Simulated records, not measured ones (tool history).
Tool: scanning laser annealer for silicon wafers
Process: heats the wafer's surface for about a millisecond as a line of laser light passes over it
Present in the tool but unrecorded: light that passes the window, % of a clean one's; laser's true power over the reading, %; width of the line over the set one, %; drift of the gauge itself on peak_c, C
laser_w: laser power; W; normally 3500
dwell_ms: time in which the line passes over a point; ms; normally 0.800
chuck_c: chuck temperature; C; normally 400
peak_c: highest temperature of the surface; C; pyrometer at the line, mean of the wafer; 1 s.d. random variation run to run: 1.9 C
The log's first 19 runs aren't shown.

run   hour  laser_w  dwell_ms  chuck_c  hours of work since the window was cleaned  hours of work since the power meter was calibrated  hours of work since the optics were aligned  peak_c
 20  718.8     3684     0.800      367                                         475                                                 989                                          283    1176
 21  747.9     3684     0.800      367                                         495                                                1010                                          303    1176
 22  770.7     3255     0.840      376                                         511                                                1025                                          319    1078
 23  810.0     3469     0.561      400                                         538                                                1053                                          346    1030
 24  836.1     3302     0.745      422                                         556                                                1071                                          364    1096
 25  856.7     3500     0.595      364                                         571                                                1085                                          379    1020
 26  899.7     3004     0.946      400                                         600                                                1115                                          408    1067
 27  950.4     3539     0.800      378                                         636                                                1150                                          444    1143

The next listed run, before its measurement:
 28  985.0     3412     0.800      409                                         660                                                1174                                          468       ?

Run 28 measured peak_c 1137 C.
Minus the tool's unlogged condition, the same run would have read peak_c 1139 C.
